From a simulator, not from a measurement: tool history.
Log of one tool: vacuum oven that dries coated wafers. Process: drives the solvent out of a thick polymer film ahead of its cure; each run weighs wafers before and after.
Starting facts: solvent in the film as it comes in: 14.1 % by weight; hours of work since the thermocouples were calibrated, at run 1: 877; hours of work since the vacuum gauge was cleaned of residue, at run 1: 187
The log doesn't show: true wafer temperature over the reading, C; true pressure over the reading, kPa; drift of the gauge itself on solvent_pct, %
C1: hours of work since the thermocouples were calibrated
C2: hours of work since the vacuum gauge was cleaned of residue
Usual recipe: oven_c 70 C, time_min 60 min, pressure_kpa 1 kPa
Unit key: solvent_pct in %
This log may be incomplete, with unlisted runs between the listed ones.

{"run": 1, "hour": 0.0, "oven_c": 70, "time_min": 60, "pressure_kpa": 1, "C1": 877, "C2": 187, "solvent_pct": 1.48}
{"run": 2, "hour": 17.1, "oven_c": 70, "time_min": 60, "pressure_kpa": 1, "C1": 885, "C2": 195, "solvent_pct": 1.36}
{"run": 3, "hour": 38.1, "oven_c": 70, "time_min": 60, "pressure_kpa": 1.13, "C1": 896, "C2": 206, "solvent_pct": 1.45}
{"run": 4, "hour": 49.9, "oven_c": 70, "time_min": 60, "pressure_kpa": 1.13, "C1": 902, "C2": 212, "solvent_pct": 1.59}
{"run": 5, "hour": 74.6, "oven_c": 70, "time_min": 60, "pressure_kpa": 1.13, "C1": 914, "C2": 224, "solvent_pct": 1.5}
{"run": 6, "hour": 88.4, "oven_c": 70, "time_min": 60, "pressure_kpa": 1, "C1": 921, "C2": 231, "solvent_pct": 1.39}
{"hour": 92.2, "done": "oven's thermocouples calibrated"}
{"run": 7, "hour": 100.9, "oven_c": 70, "time_min": 57, "pressure_kpa": 1, "C1": 4, "C2": 236, "solvent_pct": 1.47}
{"run": 8, "hour": 124.2, "oven_c": 76, "time_min": 60, "pressure_kpa": 1.6, "C1": 16, "C2": 248, "solvent_pct": 1.31}
{"run": 9, "hour": 142.1, "oven_c": 70, "time_min": 60, "pressure_kpa": 2.13, "C1": 25, "C2": 257, "solvent_pct": 2.19}
{"run": 10, "hour": 159.1, "oven_c": 70, "time_min": 60, "pressure_kpa": 2.13, "C1": 33, "C2": 265, "solvent_pct": 2.25}
{"run": 11, "hour": 173.8, "oven_c": 57, "time_min": 36, "pressure_kpa": 1, "C1": 41, "C2": 272, "solvent_pct": 5.4}
{"run": 12, "hour": 188.8, "oven_c": 62, "time_min": 37, "pressure_kpa": 2.19, "C1": 48, "C2": 280, "solvent_pct": 5.41}

Predict the results of run 13:
{"run": 13, "hour": 201.2, "oven_c": 62, "time_min": 37, "pressure_kpa": 2.19, "C1": 55, "C2": 286, "solvent_pct": "?"}

Run 13 yielded solvent_pct 5.24 %.
With no hidden state in the tool, this same run would have given solvent_pct 5.57 %.
